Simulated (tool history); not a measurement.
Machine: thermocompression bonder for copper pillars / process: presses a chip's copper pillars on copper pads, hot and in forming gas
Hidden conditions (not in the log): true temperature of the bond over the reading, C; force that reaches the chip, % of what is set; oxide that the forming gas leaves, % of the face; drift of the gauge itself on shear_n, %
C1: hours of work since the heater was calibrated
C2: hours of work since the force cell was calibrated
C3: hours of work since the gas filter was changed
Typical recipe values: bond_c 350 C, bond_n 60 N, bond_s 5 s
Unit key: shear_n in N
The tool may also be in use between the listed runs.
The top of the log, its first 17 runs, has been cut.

{"run": 18, "hour": 182.3, "bond_c": 350, "bond_n": 60, "bond_s": 5, "C1": 290, "C2": 305, "C3": 226, "shear_n": 44.6}
{"run": 19, "hour": 194.2, "bond_c": 350, "bond_n": 60, "bond_s": 5, "C1": 295, "C2": 310, "C3": 231, "shear_n": 44.1}
{"run": 20, "hour": 201.0, "bond_c": 350, "bond_n": 60, "bond_s": 5, "C1": 298, "C2": 313, "C3": 234, "shear_n": 43.8}
{"run": 21, "hour": 209.5, "bond_c": 376, "bond_n": 60, "bond_s": 5, "C1": 302, "C2": 317, "C3": 238, "shear_n": 53.4}
{"run": 22, "hour": 218.0, "bond_c": 344, "bond_n": 81, "bond_s": 3, "C1": 306, "C2": 321, "C3": 242, "shear_n": 41.1}
{"run": 23, "hour": 229.5, "bond_c": 375, "bond_n": 77, "bond_s": 14, "C1": 311, "C2": 326, "C3": 247, "shear_n": 69.4}
{"run": 24, "hour": 239.9, "bond_c": 350, "bond_n": 60, "bond_s": 14, "C1": 316, "C2": 331, "C3": 252, "shear_n": 57.9}
{"run": 25, "hour": 248.7, "bond_c": 350, "bond_n": 43, "bond_s": 6, "C1": 320, "C2": 335, "C3": 256, "shear_n": 39.6}
{"run": 26, "hour": 255.3, "bond_c": 350, "bond_n": 43, "bond_s": 6, "C1": 322, "C2": 338, "C3": 259, "shear_n": 39.4}
{"run": 27, "hour": 269.2, "bond_c": 350, "bond_n": 43, "bond_s": 6, "C1": 329, "C2": 344, "C3": 265, "shear_n": 39.1}
{"run": 28, "hour": 280.8, "bond_c": 347, "bond_n": 70, "bond_s": 5, "C1": 334, "C2": 349, "C3": 270, "shear_n": 45.5}
{"run": 29, "hour": 294.0, "bond_c": 347, "bond_n": 70, "bond_s": 5, "C1": 340, "C2": 355, "C3": 276, "shear_n": 45.7}

Run 30 is up next; what results do you expect?
{"run": 30, "hour": 301.4, "bond_c": 361, "bond_n": 60, "bond_s": 5, "C1": 343, "C2": 358, "C3": 280, "shear_n": "?"}

For run 30 the tool returned shear_n 48.1 N.
On a tool with no hidden condition, and with the same random variation, this run would have come out at shear_n 52.5 N.
